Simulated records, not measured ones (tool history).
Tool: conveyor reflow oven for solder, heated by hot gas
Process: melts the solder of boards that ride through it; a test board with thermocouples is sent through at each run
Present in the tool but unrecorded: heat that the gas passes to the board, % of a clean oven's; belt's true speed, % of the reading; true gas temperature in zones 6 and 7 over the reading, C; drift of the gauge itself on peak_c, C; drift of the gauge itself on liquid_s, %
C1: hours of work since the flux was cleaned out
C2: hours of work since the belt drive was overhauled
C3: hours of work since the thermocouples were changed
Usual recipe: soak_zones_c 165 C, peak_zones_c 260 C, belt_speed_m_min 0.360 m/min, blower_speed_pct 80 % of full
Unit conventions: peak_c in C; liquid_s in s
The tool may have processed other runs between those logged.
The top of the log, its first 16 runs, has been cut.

run 17 day=12.488 | soak_zones_c=165 peak_zones_c=270 belt_speed_m_min=0.360 blower_speed_pct=80 | C1=54 C2=750 C3=526 | peak_c=251.9 liquid_s=83.2
run 18 day=12.979 | soak_zones_c=165 peak_zones_c=253 belt_speed_m_min=0.360 blower_speed_pct=74 | C1=61 C2=756 C3=533 | peak_c=235.8 liquid_s=59.6
-- day=14.246 flux residue cleaned out of gas plates and filters, once more
run 19 day=14.246 | soak_zones_c=165 peak_zones_c=253 belt_speed_m_min=0.360 blower_speed_pct=74 | C1=0 C2=771 C3=548 | peak_c=238.0 liquid_s=67.2
run 20 day=15.304 | soak_zones_c=165 peak_zones_c=253 belt_speed_m_min=0.360 blower_speed_pct=74 | C1=15 C2=786 C3=563 | peak_c=238.4 liquid_s=67.4
run 21 day=15.979 | soak_zones_c=165 peak_zones_c=253 belt_speed_m_min=0.360 blower_speed_pct=74 | C1=24 C2=796 C3=572 | peak_c=238.5 liquid_s=66.6
run 22 day=16.429 | soak_zones_c=168 peak_zones_c=274 belt_speed_m_min=0.360 blower_speed_pct=72 | C1=31 C2=802 C3=579 | peak_c=256.4 liquid_s=91.8
run 23 day=17.458 | soak_zones_c=165 peak_zones_c=260 belt_speed_m_min=0.381 blower_speed_pct=80 | C1=45 C2=816 C3=593 | peak_c=243.8 liquid_s=70.7
run 24 day=18.104 | soak_zones_c=165 peak_zones_c=260 belt_speed_m_min=0.381 blower_speed_pct=80 | C1=54 C2=825 C3=602 | peak_c=243.4 liquid_s=69.6
run 25 day=19.075 | soak_zones_c=153 peak_zones_c=260 belt_speed_m_min=0.376 blower_speed_pct=69 | C1=68 C2=839 C3=616 | peak_c=238.9 liquid_s=59.2
run 26 day=19.658 | soak_zones_c=153 peak_zones_c=260 belt_speed_m_min=0.376 blower_speed_pct=69 | C1=76 C2=847 C3=624 | peak_c=239.8 liquid_s=58.9
run 27 day=20.100 | soak_zones_c=165 peak_zones_c=272 belt_speed_m_min=0.360 blower_speed_pct=80 | C1=82 C2=853 C3=630 | peak_c=256.3 liquid_s=89.3
run 28 day=20.779 | soak_zones_c=163 peak_zones_c=263 belt_speed_m_min=0.395 blower_speed_pct=60 | C1=92 C2=863 C3=639 | peak_c=239.2 liquid_s=58.2
run 29 day=21.629 | soak_zones_c=163 peak_zones_c=263 belt_speed_m_min=0.301 blower_speed_pct=88 | C1=103 C2=875 C3=651 | peak_c=253.0 liquid_s=107.9
run 30 day=22.675 | soak_zones_c=157 peak_zones_c=263 belt_speed_m_min=0.301 blower_speed_pct=88 | C1=118 C2=889 C3=666 | peak_c=252.7 liquid_s=101.9
run 31 day=23.550 | soak_zones_c=165 peak_zones_c=260 belt_speed_m_min=0.360 blower_speed_pct=66 | C1=130 C2=902 C3=678 | peak_c=241.4 liquid_s=70.7
run 32 day=24.175 | soak_zones_c=171 peak_zones_c=260 belt_speed_m_min=0.340 blower_speed_pct=72 | C1=139 C2=910 C3=687 | peak_c=246.1 liquid_s=86.8

3 ways to go on from here, each from the tool as it stands after run 32. What would each give?
run A day=24.825 | soak_zones_c=165 peak_zones_c=256 belt_speed_m_min=0.315 blower_speed_pct=73 | C1=148 C2=919 C3=696 | peak_c=? liquid_s=?
run B day=24.825 | soak_zones_c=165 peak_zones_c=260 belt_speed_m_min=0.360 blower_speed_pct=59 | C1=148 C2=919 C3=696 | peak_c=? liquid_s=?
run C day=24.825 | soak_zones_c=152 peak_zones_c=260 belt_speed_m_min=0.360 blower_speed_pct=80 | C1=148 C2=919 C3=696 | peak_c=? liquid_s=?

run=A peak_c=242.9 liquid_s=87.0
run=B peak_c=240.4 liquid_s=66.7
run=C peak_c=242.1 liquid_s=66.9
The same runs, with their run-to-run variation unchanged, on a tool lacking any hidden condition would have given:
run=A peak_c=245.7 liquid_s=90.0
run=B peak_c=243.1 liquid_s=69.9
run=C peak_c=245.2 liquid_s=70.3
